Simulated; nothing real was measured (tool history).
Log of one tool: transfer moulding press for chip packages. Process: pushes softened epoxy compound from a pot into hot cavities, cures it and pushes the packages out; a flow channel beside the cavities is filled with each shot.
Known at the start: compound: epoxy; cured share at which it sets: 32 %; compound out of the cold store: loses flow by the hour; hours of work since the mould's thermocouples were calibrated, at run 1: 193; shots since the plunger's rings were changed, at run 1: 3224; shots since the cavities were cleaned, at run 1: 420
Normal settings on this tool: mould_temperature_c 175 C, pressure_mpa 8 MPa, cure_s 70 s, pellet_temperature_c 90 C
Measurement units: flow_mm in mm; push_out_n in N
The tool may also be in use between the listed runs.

| run | day | mould_temperature_c | pressure_mpa | cure_s | pellet_temperature_c | hours of work since the mould's thermocouples were calibrated | shots since the plunger's rings were changed | shots since the cavities were cleaned | incoming compound's hours out of the cold store | flow_mm | push_out_n |
|---|---|---|---|---|---|---|---|---|---|---|---|
| 1 | 0 | 175 | 8 | 70 | 90 | 193 | 3224 | 420 | 40.3 | 475 | 622 |
| 2 | 0.296 | 175 | 8 | 70 | 90 | 196 | 3315 | 511 | 27.9 | 491 | 660 |
| 3 | 0.762 | 175 | 8 | 70 | 90 | 201 | 3456 | 652 | 38.7 | 475 | 646 |
|  | 1 | cavities cleaned with cleaning compound and waxed |
| 4 | 1.417 | 175 | 8 | 70 | 90 | 208 | 3637 | 127 | 37.6 | 481 | 489 |
| 5 | 1.933 | 180 | 8 | 70 | 90 | 214 | 3795 | 285 | 10.2 | 494 | 441 |
| 6 | 2.367 | 180 | 8 | 70 | 90 | 219 | 3926 | 416 | 9.4 | 497 | 464 |
| 7 | 2.662 | 180 | 8 | 70 | 90 | 222 | 4017 | 507 | 8 | 501 | 485 |
|  | 2.888 | plunger's sealing rings changed |
| 8 | 3.312 | 176 | 8 | 70 | 90 | 229 | 129 | 672 | 34.4 | 491 | 605 |
|  | 3.492 | cavities cleaned with cleaning compound and waxed |
| 9 | 3.7 | 176 | 8 | 70 | 90 | 232 | 228 | 63 | 45 | 475 | 452 |
| 10 | 4.004 | 176 | 8 | 70 | 90 | 236 | 322 | 157 | 38.6 | 483 | 515 |
| 11 | 4.279 | 176 | 8 | 70 | 90 | 239 | 405 | 240 | 19.3 | 507 | 585 |
| 12 | 4.838 | 176 | 8 | 70 | 90 | 245 | 575 | 410 | 9.1 | 519 | 599 |
| 13 | 5.212 | 176 | 8 | 70 | 90 | 250 | 689 | 524 | 10.2 | 518 | 637 |
| 14 | 5.712 | 176 | 8 | 70 | 90 | 255 | 842 | 677 | 37.1 | 480 | 623 |
|  | 5.892 | cavities cleaned with cleaning compound and waxed |
| 15 | 6.1 | 181 | 8 | 70 | 94 | 259 | 941 | 64 | 39.1 | 469 | 340 |
| 16 | 6.583 | 181 | 7.94 | 70 | 89 | 264 | 1088 | 211 | 37.1 | 467 | 404 |
| 17 | 7.179 | 181 | 9.88 | 58 | 90 | 271 | 1269 | 392 | 46.3 | 513 | 667 |
| 18 | 7.75 | 172 | 7.32 | 52 | 86 | 278 | 1443 | 566 | 32.7 | 477 | 1628 |
|  | 8.296 | cavities cleaned with cleaning compound and waxed |
| 19 | 8.346 | 175 | 7.67 | 76 | 90 | 284 | 1606 | 15 | 43.5 | 469 | 383 |
| 20 | 8.625 | 175 | 7.67 | 53 | 86 | 287 | 1691 | 100 | 30.5 | 483 | 1027 |
| 21 | 9.258 | 177 | 7.67 | 96 | 80 | 294 | 1884 | 293 | 28.6 | 480 | 329 |
| 22 | 9.579 | 177 | 7.67 | 96 | 80 | 298 | 1981 | 390 | 43 | 464 | 344 |
| 23 | 10.033 | 182 | 8.6 | 96 | 80 | 303 | 2120 | 529 | 41.7 | 478 | 364 |
| 24 | 10.362 | 169 | 6.77 | 110 | 86 | 307 | 2219 | 628 | 19 | 481 | 414 |
|  | 10.704 | cavities cleaned with cleaning compound and waxed |
| 25 | 10.704 | 176 | 6.34 | 51 | 96 | 310 | 2304 | 0 | 17.8 | 448 | 924 |
| 26 | 11.008 | 182 | 7.08 | 83 | 97 | 313 | 2398 | 94 | 29 | 445 | 284 |
| 27 | 11.346 | 182 | 7.08 | 83 | 97 | 317 | 2501 | 197 | 45.7 | 426 | 303 |
| 28 | 11.729 | 182 | 7.08 | 83 | 97 | 322 | 2618 | 314 | 30.3 | 446 | 335 |

For some of the steps in flow_mm from one run to the next: how much would appear even if the tool had no hidden state, given the settings, what came in and random variation, and how much remains for the hidden state plus any gauge scatter that the measured result and the result without hidden state don't share?
Unlogged tool condition in this case: true mould temperature over the reading, C; pressure that reaches the compound, % of what is set; grip of the stained cavities, % over clean ones'; drift of the gauge itself on flow_mm, %; drift of the gauge itself on push_out_n, %.
Run 7 -> 8: mould_temperature_c 180 -> 176, plunger's sealing rings changed. flow_mm -10 mm: hidden state +12, all else -22.
Run 13 -> 14: nothing adjusted, nothing logged. flow_mm -38 mm: hidden state +0, all else -38.
Run 16 -> 17: pressure_mpa 7.94 -> 9.88, cure_s 70 -> 58, pellet_temperature_c 89 -> 90. flow_mm +46 mm: hidden state -2, all else +48.
